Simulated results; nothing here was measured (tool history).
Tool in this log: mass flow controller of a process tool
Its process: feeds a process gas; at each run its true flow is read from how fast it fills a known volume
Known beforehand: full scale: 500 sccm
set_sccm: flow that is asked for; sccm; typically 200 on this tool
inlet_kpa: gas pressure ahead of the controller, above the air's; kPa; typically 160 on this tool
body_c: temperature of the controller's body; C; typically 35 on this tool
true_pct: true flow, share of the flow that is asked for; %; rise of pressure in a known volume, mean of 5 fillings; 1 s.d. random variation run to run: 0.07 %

run 1 hour=0 | set_sccm=200 inlet_kpa=160 body_c=35 | true_pct=99.49
run 2 hour=57.2 | set_sccm=200 inlet_kpa=160 body_c=35 | true_pct=99.3
run 3 hour=108.9 | set_sccm=200 inlet_kpa=160 body_c=35 | true_pct=99.48
run 4 hour=166.5 | set_sccm=200 inlet_kpa=160 body_c=34 | true_pct=99.61
run 5 hour=214.7 | set_sccm=200 inlet_kpa=160 body_c=34 | true_pct=99.67
run 6 hour=261.8 | set_sccm=200 inlet_kpa=160 body_c=34 | true_pct=99.59
run 7 hour=295.8 | set_sccm=200 inlet_kpa=160 body_c=34 | true_pct=99.76
run 8 hour=334.2 | set_sccm=200 inlet_kpa=160 body_c=34 | true_pct=99.7
run 9 hour=393.3 | set_sccm=200 inlet_kpa=160 body_c=35 | true_pct=99.6
run 10 hour=465.7 | set_sccm=200 inlet_kpa=160 body_c=35 | true_pct=99.62
run 11 hour=531.4 | set_sccm=200 inlet_kpa=160 body_c=35 | true_pct=99.76
run 12 hour=598.1 | set_sccm=200 inlet_kpa=160 body_c=21 | true_pct=100.96
run 13 hour=635.8 | set_sccm=200 inlet_kpa=160 body_c=21 | true_pct=100.99
run 14 hour=704.9 | set_sccm=200 inlet_kpa=166 body_c=21 | true_pct=101.04
run 15 hour=750.1 | set_sccm=200 inlet_kpa=160 body_c=35 | true_pct=99.72
run 16 hour=808.6 | set_sccm=200 inlet_kpa=160 body_c=35 | true_pct=99.75
run 17 hour=877.5 | set_sccm=200 inlet_kpa=160 body_c=35 | true_pct=99.81
run 18 hour=929.9 | set_sccm=168 inlet_kpa=215 body_c=30 | true_pct=100.29
run 19 hour=984.6 | set_sccm=178 inlet_kpa=215 body_c=29 | true_pct=100.4
run 20 hour=1062.3 | set_sccm=84 inlet_kpa=178 body_c=20 | true_pct=102.73
run 21 hour=1111.5 | set_sccm=161 inlet_kpa=160 body_c=35 | true_pct=100.21
run 22 hour=1149.3 | set_sccm=161 inlet_kpa=160 body_c=35 | true_pct=100.22
run 23 hour=1187.7 | set_sccm=161 inlet_kpa=160 body_c=35 | true_pct=100.24
run 24 hour=1262.7 | set_sccm=161 inlet_kpa=160 body_c=35 | true_pct=100.39
run 25 hour=1316.9 | set_sccm=161 inlet_kpa=206 body_c=35 | true_pct=100.06
run 26 hour=1354.7 | set_sccm=489 inlet_kpa=206 body_c=26 | true_pct=100.83
run 27 hour=1428 | set_sccm=489 inlet_kpa=206 body_c=26 | true_pct=100.8
run 28 hour=1483.4 | set_sccm=489 inlet_kpa=206 body_c=26 | true_pct=100.85
run 29 hour=1554.4 | set_sccm=200 inlet_kpa=151 body_c=35 | true_pct=100.2
run 30 hour=1601.6 | set_sccm=200 inlet_kpa=151 body_c=35 | true_pct=100.2

What if the next run were any one of these 4? Each begins from the tool's condition after run 30:
run A hour=1650.7 | set_sccm=60 inlet_kpa=151 body_c=22 | true_pct=?
run B hour=1650.7 | set_sccm=51 inlet_kpa=251 body_c=39 | true_pct=?
run C hour=1650.7 | set_sccm=200 inlet_kpa=143 body_c=34 | true_pct=?
run D hour=1650.7 | set_sccm=283 inlet_kpa=206 body_c=35 | true_pct=?

run=A true_pct=104.81
run=B true_pct=103.77
run=C true_pct=100.4
run=D true_pct=99.75
Without the tool's unlogged condition, the same runs would have read:
run=A true_pct=98.95
run=B true_pct=96.94
run=C true_pct=98.43
run=D true_pct=98.26
